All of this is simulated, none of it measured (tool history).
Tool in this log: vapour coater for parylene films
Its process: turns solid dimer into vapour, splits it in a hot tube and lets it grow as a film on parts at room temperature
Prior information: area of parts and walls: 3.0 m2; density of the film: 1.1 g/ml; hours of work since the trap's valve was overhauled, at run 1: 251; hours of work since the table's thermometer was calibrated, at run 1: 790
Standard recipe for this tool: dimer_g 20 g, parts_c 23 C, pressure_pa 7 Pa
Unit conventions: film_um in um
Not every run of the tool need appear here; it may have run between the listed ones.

run   hour  dimer_g  parts_c  pressure_pa  hours of work since the trap's valve was overhauled  hours of work since the table's thermometer was calibrated  film_um
  1      0       20       23            7                                                  251                                                         790     2.51
  2   25.7       20       23            7                                                  268                                                         806     2.51
  3   73.9       20       28            7                                                  299                                                         838     2.25
  4  104.9       20       28            7                                                  319                                                         858     2.24
  5  140.7       20       23            7                                                  342                                                         881     2.44
  6  195.9       20       23            7                                                  378                                                         917     2.39
  7  250.2       20       17            7                                                  413                                                         952     2.66
     288.3  -- trap's valve overhauled
  8  310.4        9       17         5.45                                                   14                                                         988     1.16
  9  345.4       20       16            7                                                   37                                                        1011     2.48
 10  379.1       32       17         3.97                                                   59                                                        1033     4.33
 11  438.7       32       17         3.97                                                   97                                                        1071     4.36
     457.7  -- trap's valve overhauled, once more
 12  486.6       32       17         3.97                                                   19                                                        1100     5.56
 13  535.1       24       24         2.85                                                   50                                                        1131     3.88

Below are 5 alternative next runs, each starting from the tool's condition after run 13. Predict each:
  A  596.8       25       24         3.77                                                   90                                                        1171        ?
  B  596.8       24       15         7.69                                                   90                                                        1171        ?
  C  596.8        9       25         3.68                                                   90                                                        1171        ?
  D  596.8       22       18         7.58                                                   90                                                        1171        ?
  E  596.8       18       29         3.85                                                   90                                                        1171        ?

run  film_um
  A     3.72
  B     3.62
  C     1.33
  D     3.08
  E     2.43
Without the tool's unlogged condition, the same runs would have read:
run  film_um
  A     3.94
  B     3.83
  C     1.41
  D     3.26
  E     2.57
